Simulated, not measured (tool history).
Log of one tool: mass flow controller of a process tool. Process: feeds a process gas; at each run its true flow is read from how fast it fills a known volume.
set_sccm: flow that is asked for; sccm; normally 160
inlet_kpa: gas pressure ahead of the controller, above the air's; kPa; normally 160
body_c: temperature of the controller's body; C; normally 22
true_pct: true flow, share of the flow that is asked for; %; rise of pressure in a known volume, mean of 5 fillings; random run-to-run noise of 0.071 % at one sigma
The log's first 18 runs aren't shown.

{"run": 19, "hour": 6525.1, "set_sccm": 74, "inlet_kpa": 176, "body_c": 22, "true_pct": 96.34}
{"run": 20, "hour": 6975.9, "set_sccm": 74, "inlet_kpa": 176, "body_c": 25, "true_pct": 95.94}
{"run": 21, "hour": 7447.5, "set_sccm": 74, "inlet_kpa": 176, "body_c": 25, "true_pct": 95.88}
{"run": 22, "hour": 7699.3, "set_sccm": 194, "inlet_kpa": 254, "body_c": 38, "true_pct": 96.8}
{"run": 23, "hour": 8147.2, "set_sccm": 139, "inlet_kpa": 188, "body_c": 20, "true_pct": 97.49}
{"run": 24, "hour": 8638.0, "set_sccm": 46, "inlet_kpa": 219, "body_c": 38, "true_pct": 93.64}
{"run": 25, "hour": 8944.5, "set_sccm": 46, "inlet_kpa": 219, "body_c": 38, "true_pct": 93.52}
{"run": 26, "hour": 9453.1, "set_sccm": 160, "inlet_kpa": 166, "body_c": 32, "true_pct": 96.78}
{"run": 27, "hour": 9752.5, "set_sccm": 160, "inlet_kpa": 166, "body_c": 32, "true_pct": 96.89}
{"run": 28, "hour": 9999.4, "set_sccm": 160, "inlet_kpa": 192, "body_c": 22, "true_pct": 97.26}
{"hour": 10424.5, "done": "controller's zero set anew"}
{"run": 29, "hour": 10507.1, "set_sccm": 160, "inlet_kpa": 192, "body_c": 22, "true_pct": 97.69}
{"run": 30, "hour": 10782.3, "set_sccm": 27, "inlet_kpa": 217, "body_c": 32, "true_pct": 94.54}
{"run": 31, "hour": 11152.2, "set_sccm": 160, "inlet_kpa": 180, "body_c": 20, "true_pct": 97.73}
{"run": 32, "hour": 11400.4, "set_sccm": 124, "inlet_kpa": 160, "body_c": 22, "true_pct": 97.2}
{"run": 33, "hour": 11850.8, "set_sccm": 124, "inlet_kpa": 160, "body_c": 22, "true_pct": 97.1}
{"run": 34, "hour": 12087.5, "set_sccm": 124, "inlet_kpa": 160, "body_c": 26, "true_pct": 96.74}
{"hour": 12158.8, "done": "controller exchanged for a calibrated one"}
{"run": 35, "hour": 12483.1, "set_sccm": 124, "inlet_kpa": 160, "body_c": 26, "true_pct": 99}
{"run": 36, "hour": 12845.5, "set_sccm": 124, "inlet_kpa": 160, "body_c": 26, "true_pct": 98.8}

4 ways to go on from here, each from the tool as it stands after run 36. What would each give?
{"run": "A", "hour": 13094.4, "set_sccm": 160, "inlet_kpa": 156, "body_c": 33, "true_pct": "?"}
{"run": "B", "hour": 13094.4, "set_sccm": 33, "inlet_kpa": 256, "body_c": 26, "true_pct": "?"}
{"run": "C", "hour": 13094.4, "set_sccm": 124, "inlet_kpa": 185, "body_c": 25, "true_pct": "?"}
{"run": "D", "hour": 13094.4, "set_sccm": 160, "inlet_kpa": 239, "body_c": 22, "true_pct": "?"}

run=A true_pct=98.91
run=B true_pct=96.69
run=C true_pct=98.78
run=D true_pct=99.08
Stripped of hidden state, with their random variation kept, the same runs would have yielded:
run=A true_pct=99.16
run=B true_pct=97.12
run=C true_pct=99.05
run=D true_pct=99.33
